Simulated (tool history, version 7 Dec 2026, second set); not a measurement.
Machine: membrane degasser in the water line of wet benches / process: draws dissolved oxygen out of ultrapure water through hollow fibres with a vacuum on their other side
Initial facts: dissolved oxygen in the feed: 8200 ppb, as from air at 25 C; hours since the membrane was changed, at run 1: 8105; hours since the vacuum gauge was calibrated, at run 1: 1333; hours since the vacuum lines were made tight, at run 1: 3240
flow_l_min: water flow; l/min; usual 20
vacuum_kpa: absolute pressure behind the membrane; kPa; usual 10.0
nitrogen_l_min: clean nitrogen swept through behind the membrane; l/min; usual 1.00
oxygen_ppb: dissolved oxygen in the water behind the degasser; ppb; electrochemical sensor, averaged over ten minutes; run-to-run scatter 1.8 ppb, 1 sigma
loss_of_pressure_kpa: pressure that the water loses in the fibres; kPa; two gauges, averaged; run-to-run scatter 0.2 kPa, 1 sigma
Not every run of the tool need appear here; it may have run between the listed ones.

run	hour	flow_l_min	vacuum_kpa	nitrogen_l_min	hours since the membrane was changed	hours since the vacuum gauge was calibrated	hours since the vacuum lines were made tight	oxygen_ppb	loss_of_pressure_kpa
1	0.0	20	10.0	1.00	8105	1333	3240	309.7	42.47
2	100.8	20	10.0	1.00	8206	1434	3341	311.4	42.28
3	206.6	20	7.3	1.00	8312	1540	3446	194.6	42.77
4	333.9	20	7.3	1.00	8439	1667	3574	194.7	42.63
5	536.0	20	7.3	1.00	8641	1869	3776	196.1	42.50
6	669.6	20	10.0	1.00	8775	2003	3909	307.3	42.29
7	825.0	13	10.0	1.00	8930	2158	4065	204.4	27.70
8	981.3	13	10.0	1.00	9086	2315	4221	205.5	28.08
9	1091.2	20	10.0	1.00	9196	2425	4331	308.4	42.92
10	1301.6	20	10.0	1.00	9407	2635	4541	309.7	42.92
11	1495.8	20	10.0	1.00	9601	2829	4736	307.9	42.71
12	1678.2	15	10.0	1.00	9783	3012	4918	235.5	31.77
13	1880.5	20	10.0	1.00	9986	3214	5120	309.9	42.66
14	2048.9	20	10.0	1.00	10154	3382	5289	309.1	42.66
15	2163.2	15	10.0	1.00	10268	3497	5403	235.3	31.67
16	2275.4	20	10.0	1.00	10381	3609	5515	308.9	42.78
17	2497.5	20	8.6	1.00	10603	3831	5737	251.1	42.46
18	2684.0	16	24.3	1.00	10789	4017	5924	722.3	34.35
19	2822.0	15	13.0	0.76	10927	4155	6062	423.7	31.70
20	3048.8	20	17.0	0.40	11154	4382	6288	1192.4	42.75
# hour 3186.6: vacuum gauge calibrated
21	3186.6	20	22.9	0.57	11291	0	6426	1257.9	42.67
22	3352.1	20	10.0	1.00	11457	166	6591	307.9	42.36
23	3554.9	14	6.1	1.14	11660	368	6794	87.9	29.58
24	3653.1	25	10.0	2.96	11758	467	6892	164.4	53.28
25	3748.8	13	23.6	1.11	11853	562	6988	532.2	27.51
26	3857.4	13	23.6	1.11	11962	671	7097	529.6	27.83
27	3985.0	27	23.6	2.35	12090	798	7224	552.5	57.46
28	4084.9	27	23.6	2.35	12190	898	7324	552.5	57.55
29	4233.7	13	18.4	2.35	12338	1047	7473	205.4	27.64
30	4436.9	21	10.3	2.26	12542	1250	7676	173.9	44.69
31	4536.7	17	20.3	2.41	12641	1350	7776	292.4	36.19
32	4634.4	17	20.3	2.41	12739	1448	7874	293.3	36.15
33	4772.4	16	6.3	2.19	12877	1586	8012	62.1	34.21

Below are 3 alternative next runs, each starting from the tool's condition after run 33. Predict each:
A	4906.6	19	10.0	1.00	13011	1720	8146	?	?
B	4906.6	14	9.0	0.83	13011	1720	8146	?	?
C	4906.6	16	6.9	1.02	13011	1720	8146	?	?

run	oxygen_ppb	loss_of_pressure_kpa
A	293.8	40.45
B	222.2	29.73
C	139.5	33.84
Take away the tool's hidden state, keep each run's random variation, and the runs would have read:
run	oxygen_ppb	loss_of_pressure_kpa
A	293.4	40.37
B	221.9	29.66
C	139.3	33.77

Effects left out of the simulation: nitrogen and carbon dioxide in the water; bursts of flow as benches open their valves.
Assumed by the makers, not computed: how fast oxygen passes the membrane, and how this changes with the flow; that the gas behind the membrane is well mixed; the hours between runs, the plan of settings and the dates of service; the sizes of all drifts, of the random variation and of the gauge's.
